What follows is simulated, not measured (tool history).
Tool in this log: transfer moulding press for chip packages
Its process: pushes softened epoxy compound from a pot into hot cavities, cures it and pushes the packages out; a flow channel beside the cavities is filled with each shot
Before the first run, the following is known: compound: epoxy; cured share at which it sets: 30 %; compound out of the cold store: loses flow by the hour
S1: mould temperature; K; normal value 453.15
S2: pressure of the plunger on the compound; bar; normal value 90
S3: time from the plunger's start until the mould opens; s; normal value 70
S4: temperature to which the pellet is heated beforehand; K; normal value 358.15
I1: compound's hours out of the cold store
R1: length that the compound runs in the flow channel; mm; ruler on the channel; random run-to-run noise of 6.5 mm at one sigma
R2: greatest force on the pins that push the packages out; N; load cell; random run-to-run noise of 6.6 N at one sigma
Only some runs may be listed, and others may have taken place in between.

Run 1, hour 0: usual settings; I1 13.9. Result: R1 860 mm, R2 323 N.
Run 2, hour 45.2: usual settings but S1 446.15 K; I1 45.2. Result: R1 797 mm, R2 538 N.
At hour 52.8: cavities cleaned with cleaning compound and waxed.
Run 3, hour 79.8: usual settings but S1 446.15 K; I1 12.6. Result: R1 871 mm, R2 663 N.
At hour 108.7: plunger's sealing rings changed.
Run 4, hour 114.5: usual settings but S1 446.15 K, S2 90.6 bar; I1 8.4. Result: R1 968 mm, R2 641 N.
At hour 124.9: cavities cleaned with cleaning compound and waxed.
Run 5, hour 139.5: usual settings but S3 92 s; I1 15.8. Result: R1 933 mm, R2 232 N.
Run 6, hour 171.4: usual settings; I1 41.4. Result: R1 860 mm, R2 343 N.
At hour 176.7: cavities cleaned with cleaning compound and waxed, once more.
Run 7, hour 211.1: usual settings; I1 15.4. Result: R1 916 mm, R2 328 N.
At hour 246.4: cavities cleaned with cleaning compound and waxed.
Run 8, hour 249.4: usual settings; I1 35.7. Result: R1 854 mm, R2 278 N.
Run 9, hour 292.1: usual settings; I1 24.8. Result: R1 880 mm, R2 363 N.
At hour 317.5: cavities cleaned with cleaning compound and waxed.
Run 10, hour 334.2: usual settings but S3 77 s; I1 23.3. Result: R1 883 mm, R2 277 N.
Run 11, hour 377.8: usual settings but S3 77 s; I1 17.9. Result: R1 890 mm, R2 317 N.
At hour 388.1: cavities cleaned with cleaning compound and waxed.
Run 12, hour 428.1: usual settings but S4 356.15 K; I1 9.9. Result: R1 891 mm, R2 360 N.
Run 13, hour 450.8: usual settings; I1 35.8. Result: R1 837 mm, R2 363 N.
At hour 456.9: cavities cleaned with cleaning compound and waxed.
At hour 483: mould's thermocouples calibrated.
Run 14, hour 483: usual settings; I1 19. Result: R1 858 mm, R2 316 N.
Run 15, hour 525.5: usual settings but S1 459.15 K, S2 72.8 bar; I1 37.6. Result: R1 719 mm, R2 296 N.
At hour 531: cavities cleaned with cleaning compound and waxed.
At hour 562.2: plunger's sealing rings changed.
Run 16, hour 580.1: usual settings but S2 104.6 bar, S3 93 s, S4 366.15 K; I1 38.2. Result: R1 954 mm, R2 253 N.
At hour 602.1: cavities cleaned with cleaning compound and waxed.
Run 17, hour 608.1: usual settings but S2 104.6 bar, S3 89 s, S4 354.15 K; I1 33.1. Result: R1 959 mm, R2 224 N.
Run 18, hour 647.6: usual settings but S2 104.6 bar, S3 89 s, S4 354.15 K; I1 44.9. Result: R1 936 mm, R2 262 N.
At hour 671.3: cavities cleaned with cleaning compound and waxed.
Run 19, hour 685.4: usual settings but S2 104.6 bar, S3 89 s, S4 354.15 K; I1 19.2. Result: R1 968 mm, R2 246 N.
Run 20, hour 717.5: usual settings but S1 459.15 K, S2 99.7 bar, S3 79 s, S4 360.15 K; I1 24.5. Result: R1 920 mm, R2 275 N.
At hour 740.3: cavities cleaned with cleaning compound and waxed.
Run 21, hour 757.3: usual settings but S1 459.15 K, S2 84.3 bar, S3 100 s, S4 360.15 K; I1 22.1. Result: R1 850 mm, R2 215 N.
Run 22, hour 799: usual settings but S1 459.15 K; I1 21.5. Result: R1 874 mm, R2 295 N.
At hour 809.3: cavities cleaned with cleaning compound and waxed.
Run 23, hour 821.4: usual settings but S1 450.15 K, S3 92 s; I1 10.5. Result: R1 899 mm, R2 254 N.
Run 24, hour 865.5: usual settings but S1 450.15 K, S3 92 s; I1 31.2. Result: R1 845 mm, R2 296 N.
At hour 880.7: cavities cleaned with cleaning compound and waxed.
Run 25, hour 898.5: usual settings but S1 449.15 K, S3 68 s; I1 37.5. Result: R1 825 mm, R2 397 N.
Run 26, hour 924.6: usual settings but S1 449.15 K, S3 68 s; I1 29.7. Result: R1 843 mm, R2 468 N.

Forecast each of these 3 alternatives for the next run:
At hour 952.1: cavities cleaned with cleaning compound and waxed.
Run A, hour 958.3: usual settings but S1 449.15 K, S2 87.4 bar, S3 87 s; I1 18.2. Result: R1 ?, R2 ?.
At hour 952.1: cavities cleaned with cleaning compound and waxed.
Run B, hour 958.3: usual settings but S2 96 bar, S3 106 s; I1 31.7. Result: R1 ?, R2 ?.
At hour 952.1: cavities cleaned with cleaning compound and waxed.
Run C, hour 958.3: usual settings but S1 456.15 K; I1 40.8. Result: R1 ?, R2 ?.

run   R1   R2
  A  853  258
  B  862  216
  C  803  251
Without the tool's hidden state the same runs would have given:
run   R1   R2
  A  930  239
  B  940  201
  C  876  232
